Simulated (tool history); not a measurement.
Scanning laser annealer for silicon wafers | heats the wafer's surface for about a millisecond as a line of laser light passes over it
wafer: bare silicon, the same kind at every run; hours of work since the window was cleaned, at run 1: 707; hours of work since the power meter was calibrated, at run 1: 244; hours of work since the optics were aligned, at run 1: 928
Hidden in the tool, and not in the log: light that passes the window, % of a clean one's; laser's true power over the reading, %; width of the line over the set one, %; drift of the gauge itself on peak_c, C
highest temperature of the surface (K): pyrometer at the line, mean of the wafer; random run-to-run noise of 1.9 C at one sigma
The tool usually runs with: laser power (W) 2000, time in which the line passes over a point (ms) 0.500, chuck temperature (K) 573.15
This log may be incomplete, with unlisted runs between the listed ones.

| run | hour | laser power (W) | time in which the line passes over a point (ms) | chuck temperature (K) | hours of work since the window was cleaned | hours of work since the power meter was calibrated | hours of work since the optics were aligned | highest temperature of the surface (K) |
|---|---|---|---|---|---|---|---|---|
| 1 | 0.0 | 2000 | 0.500 | 573.15 | 707 | 244 | 928 | 1392.15 |
| 2 | 5.9 | 2000 | 0.500 | 573.15 | 711 | 248 | 932 | 1396.15 |
| 3 | 13.1 | 2000 | 0.500 | 573.15 | 715 | 252 | 937 | 1399.15 |
| 4 | 24.9 | 1860 | 0.500 | 573.15 | 723 | 260 | 945 | 1327.15 |
| 5 | 36.0 | 1927 | 0.500 | 573.15 | 731 | 267 | 952 | 1357.15 |
| 6 | 45.1 | 1927 | 0.500 | 573.15 | 737 | 273 | 958 | 1359.15 |
| 7 | 58.1 | 1927 | 0.500 | 573.15 | 745 | 282 | 967 | 1361.15 |
| 8 | 65.0 | 1927 | 0.500 | 573.15 | 750 | 287 | 971 | 1361.15 |
| 9 | 70.4 | 1927 | 0.500 | 573.15 | 753 | 290 | 975 | 1361.15 |
| 10 | 83.5 | 1955 | 0.500 | 573.15 | 762 | 299 | 984 | 1376.15 |
| 11 | 93.2 | 1955 | 0.500 | 573.15 | 768 | 305 | 990 | 1370.15 |
| 12 | 100.6 | 1955 | 0.500 | 573.15 | 773 | 310 | 995 | 1370.15 |
| 13 | 108.3 | 1955 | 0.500 | 573.15 | 778 | 315 | 1000 | 1378.15 |
| 14 | 116.3 | 1955 | 0.500 | 573.15 | 784 | 321 | 1005 | 1374.15 |
| 15 | 127.5 | 1955 | 0.500 | 573.15 | 791 | 328 | 1013 | 1376.15 |
| 16 | 139.2 | 2000 | 0.500 | 573.15 | 799 | 336 | 1020 | 1394.15 |
| 17 | 149.9 | 2000 | 0.500 | 573.15 | 806 | 343 | 1028 | 1396.15 |
| 18 | 158.1 | 2000 | 0.500 | 573.15 | 811 | 348 | 1033 | 1397.15 |
| 19 | 167.3 | 2000 | 0.536 | 573.15 | 818 | 354 | 1039 | 1421.15 |
| 20 | 174.3 | 2000 | 0.536 | 573.15 | 822 | 359 | 1044 | 1422.15 |
| 21 | 186.0 | 2000 | 0.536 | 573.15 | 830 | 367 | 1051 | 1426.15 |
| 22 | 198.0 | 2106 | 0.378 | 560.15 | 838 | 375 | 1059 | 1319.15 |
| 23 | 204.4 | 2188 | 0.479 | 564.15 | 842 | 379 | 1064 | 1457.15 |
|  | 208.8 | window over the wafer cleaned |
| 24 | 216.4 | 1988 | 0.524 | 583.15 | 5 | 386 | 1070 | 1418.15 |
| 25 | 226.6 | 2171 | 0.364 | 576.15 | 12 | 392 | 1077 | 1346.15 |
| 26 | 237.1 | 2171 | 0.364 | 576.15 | 19 | 399 | 1084 | 1347.15 |
| 27 | 247.2 | 1840 | 0.586 | 572.15 | 25 | 406 | 1091 | 1380.15 |
| 28 | 255.8 | 1840 | 0.586 | 572.15 | 31 | 412 | 1096 | 1381.15 |
| 29 | 264.5 | 1809 | 0.441 | 590.15 | 37 | 417 | 1102 | 1279.15 |
| 30 | 271.2 | 1878 | 0.414 | 584.15 | 41 | 422 | 1107 | 1278.15 |
| 31 | 279.9 | 1938 | 0.615 | 549.15 | 47 | 428 | 1112 | 1428.15 |
| 32 | 291.6 | 2146 | 0.408 | 545.15 | 55 | 435 | 1120 | 1352.15 |
| 33 | 298.4 | 1846 | 0.408 | 545.15 | 59 | 440 | 1125 | 1224.15 |
| 34 | 307.4 | 1871 | 0.500 | 573.15 | 65 | 446 | 1131 | 1334.15 |
| 35 | 320.6 | 1783 | 0.441 | 599.15 | 74 | 455 | 1139 | 1275.15 |
| 36 | 331.3 | 1978 | 0.431 | 573.15 | 81 | 462 | 1146 | 1328.15 |
| 37 | 342.5 | 1919 | 0.419 | 588.15 | 89 | 469 | 1154 | 1302.15 |
| 38 | 351.0 | 2155 | 0.500 | 537.15 | 94 | 475 | 1159 | 1432.15 |
| 39 | 358.2 | 1918 | 0.500 | 563.15 | 99 | 479 | 1164 | 1348.15 |
| 40 | 371.2 | 2198 | 0.367 | 592.15 | 107 | 488 | 1173 | 1376.15 |

Predict each of these 3 candidate next runs independently; none follows another, all start after run 40:
| A | 380.6 | 1757 | 0.435 | 608.15 | 114 | 494 | 1179 | ? |
| B | 380.6 | 2000 | 0.500 | 611.15 | 114 | 494 | 1179 | ? |
| C | 380.6 | 2059 | 0.452 | 581.15 | 114 | 494 | 1179 | ? |

| run | highest temperature of the surface (K) |
|---|---|
| A | 1267.15 |
| B | 1434.15 |
| C | 1389.15 |
With the hidden condition removed and each run's random variation left untouched, the same runs would have given:
| run | highest temperature of the surface (K) |
|---|---|
| A | 1268.15 |
| B | 1435.15 |
| C | 1390.15 |
